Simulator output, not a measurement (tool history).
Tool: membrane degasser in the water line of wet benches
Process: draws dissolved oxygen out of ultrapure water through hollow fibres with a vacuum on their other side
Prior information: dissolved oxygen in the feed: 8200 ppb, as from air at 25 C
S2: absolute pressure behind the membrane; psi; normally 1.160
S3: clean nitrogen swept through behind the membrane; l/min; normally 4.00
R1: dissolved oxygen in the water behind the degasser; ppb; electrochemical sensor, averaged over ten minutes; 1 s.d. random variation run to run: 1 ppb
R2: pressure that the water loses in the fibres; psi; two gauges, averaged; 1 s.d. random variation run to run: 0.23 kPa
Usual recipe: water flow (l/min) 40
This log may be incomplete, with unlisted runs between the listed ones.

Run 1, hour 0.0: usual settings. Result: R1 125.0 ppb, R2 8.115 psi.
Run 2, hour 64.1: usual settings. Result: R1 123.9 ppb, R2 8.086 psi.
Run 3, hour 108.0: usual settings. Result: R1 122.6 ppb, R2 8.087 psi.
Run 4, hour 156.8: usual settings. Result: R1 123.8 ppb, R2 8.064 psi.
Run 5, hour 190.4: usual settings. Result: R1 124.0 ppb, R2 8.066 psi.
Run 6, hour 239.9: usual settings. Result: R1 123.5 ppb, R2 8.142 psi.
Run 7, hour 305.3: usual settings but S3 1.71 l/min. Result: R1 253.2 ppb, R2 8.111 psi.
Run 8, hour 348.6: usual settings but S3 1.71 l/min. Result: R1 251.0 ppb, R2 8.052 psi.
Run 9, hour 376.7: usual settings but water flow (l/min) 25, S3 1.71 l/min. Result: R1 159.7 ppb, R2 5.039 psi.
Run 10, hour 428.4: usual settings but water flow (l/min) 25, S3 1.71 l/min. Result: R1 160.2 ppb, R2 5.017 psi.
Run 11, hour 472.0: usual settings but water flow (l/min) 25, S3 1.71 l/min. Result: R1 162.3 ppb, R2 5.028 psi.
Run 12, hour 526.5: usual settings but water flow (l/min) 25, S3 1.71 l/min. Result: R1 162.6 ppb, R2 4.986 psi.
Run 13, hour 574.8: usual settings but water flow (l/min) 25, S3 1.71 l/min. Result: R1 158.9 ppb, R2 4.991 psi.
Run 14, hour 610.1: usual settings but water flow (l/min) 63, S3 1.71 l/min. Result: R1 384.4 ppb, R2 12.586 psi.
Run 15, hour 673.1: usual settings but S2 1.272 psi. Result: R1 141.8 ppb, R2 7.958 psi.

For run 16, what comes out?
Run 16, hour 725.1: usual settings but water flow (l/min) 47, S2 2.541 psi, S3 1.86 l/min. Result: R1 ?, R2 ?.

{"run 16": {"R1": 739.8, "R2": 9.348}}
Minus the tool's unlogged condition, the same run would have read R1 739.6 ppb, R2 9.514 psi.
